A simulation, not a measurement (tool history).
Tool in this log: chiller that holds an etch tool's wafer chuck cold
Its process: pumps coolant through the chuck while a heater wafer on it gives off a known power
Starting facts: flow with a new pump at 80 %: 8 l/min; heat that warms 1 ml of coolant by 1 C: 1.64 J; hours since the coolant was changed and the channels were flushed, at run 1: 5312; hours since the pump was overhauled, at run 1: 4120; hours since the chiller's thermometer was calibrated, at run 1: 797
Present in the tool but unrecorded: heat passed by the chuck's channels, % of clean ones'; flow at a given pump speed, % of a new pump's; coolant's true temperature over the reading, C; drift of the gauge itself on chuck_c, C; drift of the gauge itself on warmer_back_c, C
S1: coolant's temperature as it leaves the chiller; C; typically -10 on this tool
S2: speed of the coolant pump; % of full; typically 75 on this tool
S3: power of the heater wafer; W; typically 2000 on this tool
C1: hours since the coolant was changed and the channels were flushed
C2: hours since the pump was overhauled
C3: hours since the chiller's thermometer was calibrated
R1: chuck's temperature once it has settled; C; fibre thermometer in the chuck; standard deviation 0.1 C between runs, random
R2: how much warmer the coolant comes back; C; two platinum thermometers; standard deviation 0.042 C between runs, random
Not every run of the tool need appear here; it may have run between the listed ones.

{"run": 1, "day": 0.0, "S1": -10, "S2": 75, "S3": 2000, "C1": 5312, "C2": 4120, "C3": 797, "R1": 11, "R2": 9.75}
{"run": 2, "day": 2.796, "S1": -10, "S2": 75, "S3": 2000, "C1": 5379, "C2": 4187, "C3": 864, "R1": 10.9, "R2": 9.73}
{"run": 3, "day": 5.558, "S1": -10, "S2": 75, "S3": 2000, "C1": 5445, "C2": 4253, "C3": 930, "R1": 10.7, "R2": 9.67}
{"run": 4, "day": 8.971, "S1": -10, "S2": 75, "S3": 2000, "C1": 5527, "C2": 4335, "C3": 1012, "R1": 10.6, "R2": 9.71}
{"run": 5, "day": 11.133, "S1": -10, "S2": 75, "S3": 2000, "C1": 5579, "C2": 4387, "C3": 1064, "R1": 10.8, "R2": 9.78}
{"run": 6, "day": 14.188, "S1": -10, "S2": 75, "S3": 2000, "C1": 5652, "C2": 4460, "C3": 1137, "R1": 10.8, "R2": 9.78}
{"day": 16.354, "done": "coolant changed, channels flushed"}
{"run": 7, "day": 17.792, "S1": -10, "S2": 75, "S3": 2000, "C1": 35, "C2": 4540, "C3": 1218, "R1": 10.9, "R2": 9.7}
{"run": 8, "day": 21.217, "S1": -10, "S2": 75, "S3": 2000, "C1": 117, "C2": 4623, "C3": 1300, "R1": 10.7, "R2": 9.75}
{"run": 9, "day": 23.933, "S1": -10, "S2": 77, "S3": 2000, "C1": 182, "C2": 4688, "C3": 1365, "R1": 10.3, "R2": 9.51}
{"run": 10, "day": 29.129, "S1": -10, "S2": 77, "S3": 2000, "C1": 307, "C2": 4813, "C3": 1490, "R1": 10.3, "R2": 9.47}
{"run": 11, "day": 33.012, "S1": -10, "S2": 77, "S3": 2000, "C1": 400, "C2": 4906, "C3": 1583, "R1": 10.5, "R2": 9.43}
{"run": 12, "day": 37.862, "S1": -10, "S2": 77, "S3": 2000, "C1": 516, "C2": 5022, "C3": 1700, "R1": 10.3, "R2": 9.47}
{"run": 13, "day": 40.342, "S1": -10, "S2": 77, "S3": 2000, "C1": 576, "C2": 5082, "C3": 1759, "R1": 10.2, "R2": 9.47}
{"run": 14, "day": 42.767, "S1": -10, "S2": 77, "S3": 2000, "C1": 634, "C2": 5140, "C3": 1817, "R1": 10.4, "R2": 9.51}
{"run": 15, "day": 47.533, "S1": -10, "S2": 75, "S3": 2000, "C1": 748, "C2": 5254, "C3": 1932, "R1": 10.8, "R2": 9.68}

Expected results for the next run?
{"run": 16, "day": 51.204, "S1": -16, "S2": 75, "S3": 2000, "C1": 836, "C2": 5342, "C3": 2020, "R1": "?", "R2": "?"}

{"run 16": {"R1": 4.8, "R2": 9.85}}
With no hidden state in the tool, this same run would have given R1 4.7 C, R2 9.85 C.
